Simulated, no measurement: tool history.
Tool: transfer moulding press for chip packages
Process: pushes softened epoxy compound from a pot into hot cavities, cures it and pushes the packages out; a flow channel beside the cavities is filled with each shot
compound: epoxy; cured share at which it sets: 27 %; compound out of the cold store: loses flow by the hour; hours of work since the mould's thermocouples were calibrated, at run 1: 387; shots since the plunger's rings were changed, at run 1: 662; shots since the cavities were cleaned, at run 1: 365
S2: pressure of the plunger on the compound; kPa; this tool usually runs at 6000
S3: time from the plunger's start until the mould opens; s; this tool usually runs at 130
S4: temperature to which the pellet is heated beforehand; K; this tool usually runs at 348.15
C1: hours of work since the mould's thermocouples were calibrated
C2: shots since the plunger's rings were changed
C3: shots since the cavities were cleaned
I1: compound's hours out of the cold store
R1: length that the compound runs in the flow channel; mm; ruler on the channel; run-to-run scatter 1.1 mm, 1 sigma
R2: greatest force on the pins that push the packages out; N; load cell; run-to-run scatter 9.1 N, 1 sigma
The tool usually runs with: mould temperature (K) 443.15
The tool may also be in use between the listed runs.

{"run": 1, "hour": 0.0, "mould temperature (K)": 443.15, "S2": 6000, "S3": 130, "S4": 348.15, "C1": 387, "C2": 662, "C3": 365, "I1": 22.7, "R1": 635, "R2": 616}
{"hour": 39.9, "done": "cavities cleaned with cleaning compound and waxed"}
{"run": 2, "hour": 39.9, "mould temperature (K)": 443.15, "S2": 6000, "S3": 130, "S4": 348.15, "C1": 404, "C2": 912, "C3": 0, "I1": 41.7, "R1": 586, "R2": 430}
{"run": 3, "hour": 73.4, "mould temperature (K)": 443.15, "S2": 6000, "S3": 130, "S4": 348.15, "C1": 418, "C2": 1130, "C3": 218, "I1": 41.6, "R1": 584, "R2": 508}
{"run": 4, "hour": 100.4, "mould temperature (K)": 443.15, "S2": 6000, "S3": 130, "S4": 348.15, "C1": 430, "C2": 1306, "C3": 394, "I1": 22.9, "R1": 632, "R2": 588}
{"run": 5, "hour": 123.0, "mould temperature (K)": 443.15, "S2": 6000, "S3": 130, "S4": 348.15, "C1": 440, "C2": 1453, "C3": 541, "I1": 10.7, "R1": 665, "R2": 626}
{"hour": 133.5, "done": "cavities cleaned with cleaning compound and waxed"}
{"run": 6, "hour": 149.2, "mould temperature (K)": 443.15, "S2": 6000, "S3": 130, "S4": 348.15, "C1": 451, "C2": 1613, "C3": 102, "I1": 38.9, "R1": 590, "R2": 480}
{"run": 7, "hour": 188.5, "mould temperature (K)": 443.15, "S2": 6000, "S3": 130, "S4": 348.15, "C1": 468, "C2": 1869, "C3": 358, "I1": 19.2, "R1": 637, "R2": 586}
{"run": 8, "hour": 222.1, "mould temperature (K)": 443.15, "S2": 6000, "S3": 167, "S4": 348.15, "C1": 482, "C2": 2088, "C3": 577, "I1": 33.9, "R1": 599, "R2": 531}
{"hour": 227.6, "done": "mould's thermocouples calibrated"}
{"hour": 229.1, "done": "cavities cleaned with cleaning compound and waxed"}
{"run": 9, "hour": 251.4, "mould temperature (K)": 443.15, "S2": 6000, "S3": 130, "S4": 348.15, "C1": 10, "C2": 2256, "C3": 146, "I1": 17, "R1": 644, "R2": 509}
{"run": 10, "hour": 288.7, "mould temperature (K)": 443.15, "S2": 6000, "S3": 130, "S4": 348.15, "C1": 26, "C2": 2498, "C3": 388, "I1": 44.1, "R1": 577, "R2": 578}
{"hour": 322.6, "done": "cavities cleaned with cleaning compound and waxed"}
{"run": 11, "hour": 322.6, "mould temperature (K)": 445.15, "S2": 6000, "S3": 130, "S4": 348.15, "C1": 40, "C2": 2709, "C3": 0, "I1": 44, "R1": 569, "R2": 381}
{"run": 12, "hour": 341.5, "mould temperature (K)": 443.15, "S2": 6000, "S3": 130, "S4": 348.15, "C1": 48, "C2": 2832, "C3": 123, "I1": 35.5, "R1": 596, "R2": 493}
{"run": 13, "hour": 360.4, "mould temperature (K)": 443.15, "S2": 6000, "S3": 130, "S4": 348.15, "C1": 56, "C2": 2955, "C3": 246, "I1": 27.2, "R1": 615, "R2": 549}
{"hour": 374.5, "done": "mould's thermocouples calibrated, once more"}
{"run": 14, "hour": 385.9, "mould temperature (K)": 443.15, "S2": 6000, "S3": 130, "S4": 348.15, "C1": 5, "C2": 3108, "C3": 399, "I1": 25.9, "R1": 613, "R2": 569}
{"run": 15, "hour": 406.0, "mould temperature (K)": 443.15, "S2": 6000, "S3": 130, "S4": 348.15, "C1": 14, "C2": 3238, "C3": 529, "I1": 25, "R1": 614, "R2": 598}
{"hour": 418.7, "done": "cavities cleaned with cleaning compound and waxed"}
{"run": 16, "hour": 438.3, "mould temperature (K)": 443.15, "S2": 6000, "S3": 130, "S4": 348.15, "C1": 27, "C2": 3439, "C3": 128, "I1": 40.3, "R1": 577, "R2": 477}
{"run": 17, "hour": 469.7, "mould temperature (K)": 435.15, "S2": 7060, "S3": 121, "S4": 354.15, "C1": 41, "C2": 3643, "C3": 332, "I1": 35.1, "R1": 667, "R2": 982}
{"run": 18, "hour": 491.8, "mould temperature (K)": 445.15, "S2": 5520, "S3": 121, "S4": 353.15, "C1": 50, "C2": 3787, "C3": 476, "I1": 35.9, "R1": 558, "R2": 581}
{"hour": 511.7, "done": "cavities cleaned with cleaning compound and waxed"}
{"run": 19, "hour": 521.8, "mould temperature (K)": 444.15, "S2": 5470, "S3": 113, "S4": 341.15, "C1": 63, "C2": 3972, "C3": 66, "I1": 34.7, "R1": 560, "R2": 504}
{"hour": 543.1, "done": "plunger's sealing rings changed"}
{"run": 20, "hour": 560.5, "mould temperature (K)": 440.15, "S2": 5880, "S3": 149, "S4": 346.15, "C1": 79, "C2": 114, "C3": 302, "I1": 19.6, "R1": 645, "R2": 532}
{"run": 21, "hour": 603.4, "mould temperature (K)": 443.15, "S2": 6070, "S3": 163, "S4": 355.15, "C1": 97, "C2": 393, "C3": 581, "I1": 20.3, "R1": 644, "R2": 546}
{"hour": 607.4, "done": "cavities cleaned with cleaning compound and waxed"}
{"run": 22, "hour": 632.8, "mould temperature (K)": 443.15, "S2": 6070, "S3": 163, "S4": 355.15, "C1": 109, "C2": 574, "C3": 165, "I1": 8.5, "R1": 675, "R2": 453}
{"run": 23, "hour": 674.1, "mould temperature (K)": 443.15, "S2": 6000, "S3": 157, "S4": 339.15, "C1": 127, "C2": 843, "C3": 434, "I1": 10.6, "R1": 665, "R2": 522}
{"run": 24, "hour": 698.3, "mould temperature (K)": 440.15, "S2": 5330, "S3": 136, "S4": 348.15, "C1": 138, "C2": 1000, "C3": 591, "I1": 21.6, "R1": 606, "R2": 644}
{"hour": 703.1, "done": "cavities cleaned with cleaning compound and waxed"}
{"run": 25, "hour": 738.0, "mould temperature (K)": 440.15, "S2": 5330, "S3": 136, "S4": 348.15, "C1": 154, "C2": 1249, "C3": 227, "I1": 20.5, "R1": 609, "R2": 566}
{"run": 26, "hour": 756.7, "mould temperature (K)": 440.15, "S2": 5330, "S3": 136, "S4": 348.15, "C1": 163, "C2": 1371, "C3": 349, "I1": 42.6, "R1": 557, "R2": 577}
{"hour": 797.1, "done": "cavities cleaned with cleaning compound and waxed"}
{"run": 27, "hour": 797.1, "mould temperature (K)": 443.15, "S2": 6000, "S3": 134, "S4": 354.15, "C1": 179, "C2": 1623, "C3": 0, "I1": 43.5, "R1": 578, "R2": 408}

Some steps in R1 between neighbouring runs. How much of each would the tool show without its hidden state too (settings, what came in, random variation), and how much is left for the hidden state, with any gauge scatter that isn't in both results?
The tool's hidden condition here consists of: true mould temperature over the reading, C; pressure that reaches the compound, % of what is set; grip of the stained cavities, % over clean ones'; drift of the gauge itself on flow_mm, %; drift of the gauge itself on push_out_n, %.
Run 13 -> 14: mould's thermocouples calibrated, once more. R1 -2 mm: hidden state -4, all else +2.
Run 16 -> 17: mould temperature (K) 443.15 -> 435.15, S2 6000 -> 7060, S3 130 -> 121, S4 348.15 -> 354.15. R1 +90 mm: hidden state -3, all else +93.
Run 17 -> 18: mould temperature (K) 435.15 -> 445.15, S2 7060 -> 5520, S4 354.15 -> 353.15. R1 -109 mm: hidden state +2, all else -111.
Run 19 -> 20: mould temperature (K) 444.15 -> 440.15, S2 5470 -> 5880, S3 113 -> 149, S4 341.15 -> 346.15, plunger's sealing rings changed. R1 +85 mm: hidden state +14, all else +71.

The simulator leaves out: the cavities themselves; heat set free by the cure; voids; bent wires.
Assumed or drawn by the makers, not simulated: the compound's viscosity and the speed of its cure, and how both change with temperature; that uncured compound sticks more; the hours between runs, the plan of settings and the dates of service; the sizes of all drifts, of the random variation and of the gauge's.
